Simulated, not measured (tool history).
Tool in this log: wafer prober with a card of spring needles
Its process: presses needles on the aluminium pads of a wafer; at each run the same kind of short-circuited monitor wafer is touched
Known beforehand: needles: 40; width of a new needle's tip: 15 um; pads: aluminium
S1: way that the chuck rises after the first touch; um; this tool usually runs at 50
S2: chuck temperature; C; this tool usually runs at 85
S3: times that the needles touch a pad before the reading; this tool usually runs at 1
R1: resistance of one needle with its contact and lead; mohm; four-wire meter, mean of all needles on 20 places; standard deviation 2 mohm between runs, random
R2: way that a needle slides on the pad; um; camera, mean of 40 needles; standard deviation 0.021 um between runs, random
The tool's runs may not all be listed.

run,hour,S1,S2,S3,R1,R2
1,0,50,85,1,232,9.25
# hour 32.2: tips cleaned on abrasive film
2,32.2,50,85,1,225,9.23
# hour 66.1: tips cleaned on abrasive film
3,69.7,50,85,1,275,9.19
# hour 79.9: height of the first contact set anew
# hour 100.3: tips cleaned on abrasive film
4,107.9,50,85,1,325,9.37
# hour 133.2: tips cleaned on abrasive film
5,145.2,50,85,1,333,9.3
# hour 165.4: tips cleaned on abrasive film
6,179.2,50,85,1,353,9.26
# hour 198.3: tips cleaned on abrasive film
7,198.9,50,85,2,229,9.28
8,226.6,50,85,2,321,9.28
# hour 231.1: tips cleaned on abrasive film
9,249.5,50,85,2,303,9.27
# hour 263.4: tips cleaned on abrasive film
10,280.5,50,90,1,355,9.24
# hour 296.1: tips cleaned on abrasive film
11,305,50,90,1,326,9.22
# hour 330.1: tips cleaned on abrasive film
12,334.8,50,90,2,264,9.2
# hour 340.8: height of the first contact set anew
# hour 363.1: tips cleaned on abrasive film
13,363.1,50,90,2,230,9.3
# hour 397.1: tips cleaned on abrasive film
14,401.6,50,93,2,263,9.31
15,420.5,44,77,1,430,8.19
# hour 429.8: tips cleaned on abrasive film
16,449.2,44,77,1,410,8.17
# hour 463.7: tips cleaned on abrasive film
17,467.7,51,77,1,282,9.44
# hour 497.5: tips cleaned on abrasive film
18,499,45,29,1,247,8.32
19,515.6,45,29,1,409,8.35
# hour 529.9: tips cleaned on abrasive film
20,547.5,45,29,1,418,8.29
# hour 562.9: tips cleaned on abrasive film
21,577.3,45,29,1,397,8.26

Below are 5 alternative next runs, each starting from the tool's condition after run 21. Predict each:
# hour 595.2: tips cleaned on abrasive film
# hour 601.5: height of the first contact set anew
A,604.9,58,79,1,?,?
# hour 595.2: tips cleaned on abrasive film
# hour 601.5: height of the first contact set anew
B,604.9,60,26,1,?,?
# hour 595.2: tips cleaned on abrasive film
# hour 601.5: height of the first contact set anew
C,604.9,50,85,1,?,?
# hour 595.2: tips cleaned on abrasive film
# hour 601.5: height of the first contact set anew
D,604.9,31,114,1,?,?
# hour 595.2: tips cleaned on abrasive film
# hour 601.5: height of the first contact set anew
E,604.9,50,46,1,?,?

run,R1,R2
A,300,10.83
B,287,11.21
C,328,9.38
D,486,5.82
E,329,9.35
The same runs, with their run-to-run variation unchanged, on a tool lacking any hidden condition would have given:
run,R1,R2
A,211,10.83
B,197,11.21
C,215,9.38
D,231,5.82
E,208,9.35
